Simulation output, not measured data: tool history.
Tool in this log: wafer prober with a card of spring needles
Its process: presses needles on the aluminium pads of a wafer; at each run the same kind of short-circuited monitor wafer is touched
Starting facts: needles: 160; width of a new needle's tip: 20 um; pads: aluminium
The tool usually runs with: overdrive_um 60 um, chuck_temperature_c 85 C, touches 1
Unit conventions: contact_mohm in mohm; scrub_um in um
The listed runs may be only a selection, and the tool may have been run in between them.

| run | day | overdrive_um | chuck_temperature_c | touches | contact_mohm | scrub_um |
|---|---|---|---|---|---|---|
| 1 | 0 | 60 | 85 | 1 | 187 | 12.56 |
| 2 | 0.9 | 60 | 85 | 1 | 253 | 12.6 |
|  | 1.125 | tips cleaned on abrasive film |
| 3 | 2.267 | 60 | 85 | 1 | 256 | 12.59 |
|  | 2.354 | tips cleaned on abrasive film |
| 4 | 3.388 | 60 | 85 | 1 | 258 | 12.5 |
|  | 3.579 | tips cleaned on abrasive film |
|  | 4.829 | tips cleaned on abrasive film |
| 5 | 4.829 | 60 | 85 | 1 | 175 | 12.5 |
| 6 | 5.433 | 60 | 85 | 1 | 239 | 12.51 |
|  | 6.058 | tips cleaned on abrasive film |
| 7 | 6.758 | 60 | 85 | 1 | 240 | 12.43 |
|  | 6.854 | height of the first contact set anew |
|  | 7.338 | tips cleaned on abrasive film |
| 8 | 8.108 | 60 | 85 | 1 | 248 | 12.25 |
|  | 8.562 | tips cleaned on abrasive film |
| 9 | 8.746 | 60 | 85 | 1 | 209 | 12.24 |
|  | 9.8 | tips cleaned on abrasive film |
| 10 | 9.829 | 60 | 85 | 1 | 189 | 12.21 |
|  | 10.542 | height of the first contact set anew, once more |
| 11 | 10.788 | 60 | 85 | 1 | 253 | 12.85 |
|  | 11.062 | tips cleaned on abrasive film |
| 12 | 11.842 | 60 | 85 | 1 | 243 | 12.81 |
|  | 12.304 | tips cleaned on abrasive film |
| 13 | 12.646 | 60 | 85 | 1 | 217 | 12.77 |
|  | 13.533 | tips cleaned on abrasive film |
| 14 | 14.112 | 50 | 85 | 1 | 267 | 10.63 |
|  | 14.746 | tips cleaned on abrasive film |
| 15 | 15.446 | 50 | 85 | 1 | 273 | 10.68 |
|  | 15.962 | tips cleaned on abrasive film |
| 16 | 16.367 | 66 | 85 | 1 | 209 | 14.08 |
|  | 17.175 | tips cleaned on abrasive film |
| 17 | 17.779 | 60 | 68 | 1 | 231 | 12.76 |
|  | 18.425 | tips cleaned on abrasive film |
| 18 | 18.462 | 57 | 76 | 1 | 185 | 12.09 |
| 19 | 19.288 | 57 | 34 | 2 | 217 | 12.1 |
|  | 19.625 | tips cleaned on abrasive film |
| 20 | 20.058 | 57 | 34 | 2 | 202 | 12.07 |
|  | 20.879 | tips cleaned on abrasive film |
| 21 | 20.921 | 46 | 45 | 2 | 187 | 9.73 |
| 22 | 21.683 | 51 | 56 | 1 | 272 | 10.76 |
|  | 22.121 | tips cleaned on abrasive film |
| 23 | 22.588 | 48 | 56 | 1 | 263 | 10.11 |
|  | 23.421 | tips cleaned on abrasive film |
| 24 | 23.817 | 60 | 75 | 1 | 224 | 12.67 |
|  | 24.708 | tips cleaned on abrasive film |
| 25 | 25.167 | 69 | 75 | 2 | 195 | 14.57 |
|  | 25.942 | tips cleaned on abrasive film |
| 26 | 26.517 | 51 | 85 | 1 | 260 | 10.66 |
|  | 27.246 | tips cleaned on abrasive film |
| 27 | 27.833 | 73 | 31 | 1 | 207 | 15.35 |
|  | 28.533 | tips cleaned on abrasive film |
| 28 | 29.146 | 73 | 31 | 1 | 209 | 15.36 |
|  | 29.742 | tips cleaned on abrasive film |
| 29 | 29.788 | 73 | 31 | 1 | 169 | 15.37 |
| 30 | 30.771 | 71 | 105 | 2 | 211 | 14.96 |
|  | 30.992 | tips cleaned on abrasive film |
| 31 | 32.158 | 43 | 37 | 1 | 354 | 8.94 |
|  | 32.242 | tips cleaned on abrasive film |
| 32 | 33.346 | 57 | 79 | 1 | 273 | 11.89 |

Forecast each of these 5 alternatives for the next run:
|  | 33.442 | tips cleaned on abrasive film |
|  | 34.675 | tips cleaned on abrasive film |
| A | 34.779 | 53 | 61 | 2 | ? | ? |
|  | 33.442 | tips cleaned on abrasive film |
|  | 34.675 | tips cleaned on abrasive film |
| B | 34.779 | 78 | 104 | 2 | ? | ? |
|  | 33.442 | tips cleaned on abrasive film |
|  | 34.675 | tips cleaned on abrasive film |
| C | 34.779 | 60 | 85 | 2 | ? | ? |
|  | 33.442 | tips cleaned on abrasive film |
|  | 34.675 | tips cleaned on abrasive film |
| D | 34.779 | 79 | 42 | 1 | ? | ? |
|  | 33.442 | tips cleaned on abrasive film |
|  | 34.675 | tips cleaned on abrasive film |
| E | 34.779 | 60 | 85 | 2 | ? | ? |

| run | contact_mohm | scrub_um |
|---|---|---|
| A | 190 | 11.01 |
| B | 178 | 16.35 |
| C | 186 | 12.53 |
| D | 170 | 16.58 |
| E | 187 | 12.53 |
With no hidden state in the tool, these same runs would have given:
| run | contact_mohm | scrub_um |
|---|---|---|
| A | 174 | 11.32 |
| B | 169 | 16.66 |
| C | 173 | 12.84 |
| D | 158 | 16.89 |
| E | 174 | 12.85 |
